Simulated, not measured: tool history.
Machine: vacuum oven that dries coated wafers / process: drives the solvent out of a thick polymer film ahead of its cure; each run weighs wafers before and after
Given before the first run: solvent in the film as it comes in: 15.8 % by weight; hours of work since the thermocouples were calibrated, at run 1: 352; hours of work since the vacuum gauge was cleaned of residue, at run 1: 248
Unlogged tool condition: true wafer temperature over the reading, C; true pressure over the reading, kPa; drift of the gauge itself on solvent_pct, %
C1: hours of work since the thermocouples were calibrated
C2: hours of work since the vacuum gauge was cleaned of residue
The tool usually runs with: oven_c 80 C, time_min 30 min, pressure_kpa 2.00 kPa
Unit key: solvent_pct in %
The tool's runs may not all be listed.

Run 1, hour 0.0: usual settings; C1 352; C2 248. Result: solvent_pct 2.198 %.
Run 2, hour 6.4: usual settings; C1 355; C2 251. Result: solvent_pct 2.207 %.
Run 3, hour 12.5: usual settings; C1 357; C2 253. Result: solvent_pct 2.197 %.
Run 4, hour 22.3: usual settings; C1 362; C2 258. Result: solvent_pct 2.175 %.
Run 5, hour 29.8: usual settings; C1 365; C2 261. Result: solvent_pct 2.193 %.
Run 6, hour 38.0: usual settings; C1 369; C2 265. Result: solvent_pct 2.196 %.
Run 7, hour 47.5: usual settings but time_min 26 min; C1 373; C2 269. Result: solvent_pct 2.699 %.
Run 8, hour 54.6: usual settings but time_min 26 min; C1 376; C2 272. Result: solvent_pct 2.701 %.
Run 9, hour 62.0: usual settings but time_min 26 min; C1 380; C2 276. Result: solvent_pct 2.709 %.
Run 10, hour 73.8: usual settings but time_min 26 min; C1 385; C2 281. Result: solvent_pct 2.695 %.
Run 11, hour 82.4: usual settings but oven_c 87 C; C1 389; C2 285. Result: solvent_pct 0.897 %.
Run 12, hour 90.7: usual settings but oven_c 85 C, pressure_kpa 1.20 kPa; C1 392; C2 288. Result: solvent_pct 0.990 %.
Run 13, hour 102.8: usual settings but oven_c 95 C; C1 398; C2 294. Result: solvent_pct 0.366 %.
Run 14, hour 109.5: usual settings but oven_c 94 C, pressure_kpa 6.17 kPa; C1 401; C2 297. Result: solvent_pct 1.065 %.

4 options for the next run, each taken on its own from the tool as it stands now. Forecast them:
Run A, hour 115.7: usual settings but oven_c 86 C, time_min 34 min, pressure_kpa 3.71 kPa; C1 404; C2 300. Result: solvent_pct ?.
Run B, hour 115.7: usual settings but oven_c 85 C, pressure_kpa 4.14 kPa; C1 404; C2 300. Result: solvent_pct ?.
Run C, hour 115.7: usual settings but oven_c 81 C, pressure_kpa 6.17 kPa; C1 404; C2 300. Result: solvent_pct ?.
Run D, hour 115.7: usual settings but oven_c 92 C, time_min 26 min, pressure_kpa 6.60 kPa; C1 404; C2 300. Result: solvent_pct ?.

run  solvent_pct
  A        1.190
  B        1.629
  C        2.955
  D        1.367
The same runs, with their run-to-run variation unchanged, on a tool lacking any hidden condition would have given:
run  solvent_pct
  A        1.180
  B        1.621
  C        2.951
  D        1.359
